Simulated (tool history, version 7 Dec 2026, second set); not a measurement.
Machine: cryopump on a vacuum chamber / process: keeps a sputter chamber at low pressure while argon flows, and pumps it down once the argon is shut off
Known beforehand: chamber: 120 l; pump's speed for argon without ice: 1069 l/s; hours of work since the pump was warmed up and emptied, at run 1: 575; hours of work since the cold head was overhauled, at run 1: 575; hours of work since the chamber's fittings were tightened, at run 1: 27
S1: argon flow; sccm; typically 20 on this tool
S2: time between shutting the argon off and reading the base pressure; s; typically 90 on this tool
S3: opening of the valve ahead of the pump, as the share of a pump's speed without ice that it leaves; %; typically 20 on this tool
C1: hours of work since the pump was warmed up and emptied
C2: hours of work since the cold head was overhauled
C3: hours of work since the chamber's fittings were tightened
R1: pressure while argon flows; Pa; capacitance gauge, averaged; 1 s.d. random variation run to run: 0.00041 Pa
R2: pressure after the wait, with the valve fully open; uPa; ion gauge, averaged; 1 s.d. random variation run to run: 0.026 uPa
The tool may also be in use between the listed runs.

run	hour	S1	S2	S3	C1	C2	C3	R1	R2
1	0	20	90	20	575	575	27	0.162	1.1
2	54.5	20	90	20	597	597	50	0.1623	1.14
3	144.4	20	90	33	634	634	86	0.101	1.2
4	251.2	20	90	33	677	677	130	0.1007	1.22
5	316.5	20	90	20	704	704	156	0.1634	1.25
6	365.9	20	90	56	724	724	176	0.0623	1.31
7	431.1	20	90	56	750	750	203	0.0619	1.29
8	521.7	20	140	20	787	787	240	0.1642	1.06
9	615.7	20	140	20	825	825	278	0.1648	1.08
# hour 668.1: pump warmed up, emptied and cooled again
10	701	20	140	20	13	858	311	0.158	1.04
11	747.2	20	140	20	32	877	330	0.1584	1.07
12	853.4	20	58	20	75	920	373	0.159	1.8
13	937.8	20	58	20	110	954	407	0.1588	1.78
14	1022.7	20	90	20	144	989	442	0.1595	1.48
15	1134.7	14	90	20	190	1035	487	0.1119	1.46
16	1244.5	20	90	20	235	1079	532	0.1609	1.5
17	1332.5	20	90	20	270	1115	568	0.1604	1.59
18	1399.9	20	40	20	298	1143	595	0.1606	2.55
19	1455.5	25	22	20	321	1165	618	0.2006	4.09
20	1538	25	22	20	354	1199	651	0.2014	4.02
21	1606.1	20	90	56	382	1227	679	0.0593	1.67
22	1692	9	90	16	417	1261	714	0.0901	1.69
23	1801.2	9	90	16	461	1306	759	0.0908	1.79
24	1899.2	9	90	16	501	1346	798	0.091	1.79
25	1960.6	17	67	47	526	1371	823	0.0609	2.16
26	2046.9	17	41	47	561	1406	859	0.0612	2.79
27	2111	17	89	56	587	1432	885	0.052	1.89
28	2172.7	19	101	20	612	1457	910	0.1545	1.91
29	2223.4	19	110	20	633	1478	930	0.1552	1.83
30	2303.3	20	90	19	666	1510	963	0.1716	1.96
31	2388.8	11	90	18	700	1545	998	0.0993	2.01
32	2443.1	11	90	18	723	1567	1020	0.1	2.09
33	2535.2	14	246	17	760	1605	1057	0.1343	1.61
34	2613.5	14	90	20	792	1637	1089	0.1151	2.07
35	2717	20	90	31	834	1679	1131	0.1085	2.16

Consider 3 possible next runs. They are alternatives, not a sequence: every one starts from the tool as it was left by run 35. What does each give?
# hour 2750.4: pump warmed up, emptied and cooled again
A	2812.4	15	279	36	25	1715	1168	?	?
# hour 2750.4: pump warmed up, emptied and cooled again
B	2812.4	12	31	53	25	1715	1168	?	?
# hour 2750.4: pump warmed up, emptied and cooled again
C	2812.4	10	24	31	25	1715	1168	?	?

run	R1	R2
A	0.0669	1.46
B	0.0366	3.55
C	0.0517	4.19
With the hidden condition removed and each run's random variation left untouched, the same runs would have given:
run	R1	R2
A	0.0661	0.51
B	0.036	2.58
C	0.0512	3.22

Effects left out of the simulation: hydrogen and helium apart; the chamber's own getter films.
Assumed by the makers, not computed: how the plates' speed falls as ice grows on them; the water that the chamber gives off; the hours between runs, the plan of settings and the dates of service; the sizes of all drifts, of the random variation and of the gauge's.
